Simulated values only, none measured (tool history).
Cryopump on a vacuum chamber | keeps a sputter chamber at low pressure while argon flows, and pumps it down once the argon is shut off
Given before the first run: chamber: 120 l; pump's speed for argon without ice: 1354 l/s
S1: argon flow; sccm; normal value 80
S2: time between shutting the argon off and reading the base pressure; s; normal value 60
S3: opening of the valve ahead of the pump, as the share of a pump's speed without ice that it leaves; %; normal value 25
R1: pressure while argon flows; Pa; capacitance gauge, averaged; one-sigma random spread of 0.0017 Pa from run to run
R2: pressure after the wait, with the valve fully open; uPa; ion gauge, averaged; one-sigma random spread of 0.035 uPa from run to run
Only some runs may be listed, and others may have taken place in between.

{"run": 1, "hour": 0.0, "S1": 80, "S2": 60, "S3": 25, "R1": 0.405, "R2": 2.93}
{"run": 2, "hour": 31.4, "S1": 80, "S2": 60, "S3": 22, "R1": 0.4573, "R2": 2.91}
{"run": 3, "hour": 82.6, "S1": 80, "S2": 60, "S3": 22, "R1": 0.4598, "R2": 2.96}
{"run": 4, "hour": 121.4, "S1": 80, "S2": 275, "S3": 22, "R1": 0.461, "R2": 1.65}
{"run": 5, "hour": 150.2, "S1": 80, "S2": 275, "S3": 22, "R1": 0.4624, "R2": 1.65}
{"run": 6, "hour": 183.0, "S1": 80, "S2": 275, "S3": 22, "R1": 0.4587, "R2": 1.68}
{"run": 7, "hour": 213.4, "S1": 80, "S2": 275, "S3": 22, "R1": 0.4617, "R2": 1.7}
{"run": 8, "hour": 250.3, "S1": 129, "S2": 37, "S3": 25, "R1": 0.6603, "R2": 3.97}
{"run": 9, "hour": 284.3, "S1": 51, "S2": 66, "S3": 17, "R1": 0.3786, "R2": 2.79}
{"run": 10, "hour": 309.7, "S1": 51, "S2": 66, "S3": 17, "R1": 0.3801, "R2": 2.88}
{"run": 11, "hour": 352.7, "S1": 80, "S2": 105, "S3": 25, "R1": 0.4081, "R2": 2.34}
{"run": 12, "hour": 394.4, "S1": 80, "S2": 95, "S3": 36, "R1": 0.2919, "R2": 2.38}

Run 13 comes next. What will it give?
{"run": 13, "hour": 442.3, "S1": 86, "S2": 89, "S3": 25, "R1": "?", "R2": "?"}

R1: 0.4430 Pa
R2: 2.55 uPa
Take away the tool's hidden state, keep the run-to-run variation as it was, and the same run would have given R1 0.4286 Pa, R2 1.35 uPa.

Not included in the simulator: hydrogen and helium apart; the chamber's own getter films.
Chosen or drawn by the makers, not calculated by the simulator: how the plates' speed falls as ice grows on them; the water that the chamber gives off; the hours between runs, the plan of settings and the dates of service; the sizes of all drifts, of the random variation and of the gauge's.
